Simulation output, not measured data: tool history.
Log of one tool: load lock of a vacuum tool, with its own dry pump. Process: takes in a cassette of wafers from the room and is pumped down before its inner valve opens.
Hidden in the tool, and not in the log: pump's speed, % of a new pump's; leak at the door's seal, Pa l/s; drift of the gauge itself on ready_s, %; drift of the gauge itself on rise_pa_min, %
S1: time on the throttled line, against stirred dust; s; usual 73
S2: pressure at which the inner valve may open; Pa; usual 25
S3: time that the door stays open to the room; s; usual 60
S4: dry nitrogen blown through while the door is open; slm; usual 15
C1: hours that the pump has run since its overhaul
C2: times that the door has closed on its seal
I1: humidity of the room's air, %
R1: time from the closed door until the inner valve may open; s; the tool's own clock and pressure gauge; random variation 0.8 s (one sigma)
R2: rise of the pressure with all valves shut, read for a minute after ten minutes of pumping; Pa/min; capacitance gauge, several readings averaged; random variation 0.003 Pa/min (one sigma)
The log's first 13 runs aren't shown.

Run 14, hour 1308.7: usual settings but S3 41 s; C1 5060; C2 8977; I1 48.2. Result: R1 128.1 s, R2 0.062 Pa/min.
Run 15, hour 1446.8: usual settings but S4 31 slm; C1 5198; C2 9370; I1 46.2. Result: R1 129.3 s, R2 0.052 Pa/min.
Run 16, hour 1532.7: usual settings; C1 5284; C2 9615; I1 40.8. Result: R1 128.4 s, R2 0.059 Pa/min.
Run 17, hour 1676.7: usual settings but S3 36 s; C1 5428; C2 10026; I1 46.8. Result: R1 129.4 s, R2 0.061 Pa/min.
Run 18, hour 1772.6: usual settings; C1 5524; C2 10299; I1 43.3. Result: R1 128.9 s, R2 0.062 Pa/min.
Run 19, hour 1902.2: usual settings but S3 115 s; C1 5653; C2 10668; I1 44.8. Result: R1 129.2 s, R2 0.08 Pa/min.
Run 20, hour 1968: usual settings but S1 48 s, S3 182 s; C1 5719; C2 10856; I1 44. Result: R1 111.4 s, R2 0.091 Pa/min.
Run 21, hour 2065.2: usual settings but S1 76 s, S3 26 s; C1 5816; C2 11133; I1 47.4. Result: R1 130.4 s, R2 0.067 Pa/min.
Run 22, hour 2183.2: usual settings but S1 76 s, S3 26 s; C1 5934; C2 11469; I1 46.1. Result: R1 131.7 s, R2 0.06 Pa/min.
Run 23, hour 2273.6: usual settings but S1 43 s, S2 29 Pa, S3 53 s, S4 12 slm; C1 6025; C2 11727; I1 43.8. Result: R1 105.1 s, R2 0.07 Pa/min.
Run 24, hour 2360: usual settings but S1 43 s, S2 29 Pa, S3 53 s, S4 12 slm; C1 6111; C2 11973; I1 41.2. Result: R1 106 s, R2 0.067 Pa/min.
Run 25, hour 2498.3: usual settings but S1 47 s, S2 39 Pa, S3 66 s, S4 7 slm; C1 6249; C2 12367; I1 42.3. Result: R1 106.3 s, R2 0.076 Pa/min.
Run 26, hour 2587: usual settings but S1 90 s, S2 47 Pa; C1 6338; C2 12620; I1 43.3. Result: R1 136.9 s, R2 0.074 Pa/min.
Run 27, hour 2689.4: usual settings but S2 34 Pa, S3 88 s, S4 23 slm; C1 6440; C2 12912; I1 47.3. Result: R1 127.1 s, R2 0.078 Pa/min.
Run 28, hour 2764.9: usual settings but S2 34 Pa, S3 88 s, S4 23 slm; C1 6516; C2 13127; I1 45.9. Result: R1 126.2 s, R2 0.076 Pa/min.
Run 29, hour 2845.8: usual settings but S1 96 s, S2 37 Pa, S3 86 s; C1 6597; C2 13358; I1 42.2. Result: R1 143.1 s, R2 0.079 Pa/min.
Run 30, hour 2982.5: usual settings but S1 37 s, S3 163 s, S4 14 slm; C1 6734; C2 13747; I1 41.9. Result: R1 103.9 s, R2 0.095 Pa/min.
Run 31, hour 3066.7: usual settings but S1 37 s, S3 163 s, S4 14 slm; C1 6818; C2 13987; I1 44.2. Result: R1 104.5 s, R2 0.101 Pa/min.
Run 32, hour 3191.4: usual settings but S1 56 s, S4 18 slm; C1 6942; C2 14343; I1 45.4. Result: R1 119 s, R2 0.083 Pa/min.
Run 33, hour 3270.5: usual settings but S1 45 s, S4 18 slm; C1 7022; C2 14568; I1 44.1. Result: R1 110.2 s, R2 0.083 Pa/min.
Run 34, hour 3403.6: usual settings but S1 38 s, S3 98 s, S4 7 slm; C1 7155; C2 14947; I1 42. Result: R1 105.2 s, R2 0.099 Pa/min.
Run 35, hour 3483.6: usual settings but S1 37 s, S2 29 Pa; C1 7235; C2 15176; I1 49.5. Result: R1 104.2 s, R2 0.091 Pa/min.
Run 36, hour 3587.1: usual settings but S1 37 s, S2 39 Pa, S3 27 s; C1 7338; C2 15471; I1 41.9. Result: R1 100.8 s, R2 0.078 Pa/min.
Run 37, hour 3714.1: usual settings but S1 37 s, S2 28 Pa, S3 27 s; C1 7465; C2 15833; I1 47.4. Result: R1 104.4 s, R2 0.085 Pa/min.
Run 38, hour 3838.3: usual settings but S1 57 s, S2 28 Pa, S3 61 s; C1 7589; C2 16187; I1 46.2. Result: R1 118.5 s, R2 0.091 Pa/min.

Forecast each of these 3 alternatives for the next run:
Run A, hour 3910.5: usual settings but S3 115 s; C1 7662; C2 16392; I1 48.3. Result: R1 ?, R2 ?.
Run B, hour 3910.5: usual settings but S1 57 s, S2 28 Pa, S3 61 s, S4 4 slm; C1 7662; C2 16392; I1 47.8. Result: R1 ?, R2 ?.
Run C, hour 3910.5: usual settings but S1 116 s; C1 7662; C2 16392; I1 46.2. Result: R1 ?, R2 ?.

run     R1     R2
  A  131.1  0.108
  B  118.5   0.11
  C  163.1  0.094
Without the tool's hidden state the same runs would have given:
run     R1     R2
  A  123.2  0.049
  B  110.1  0.051
  C  156.7  0.035
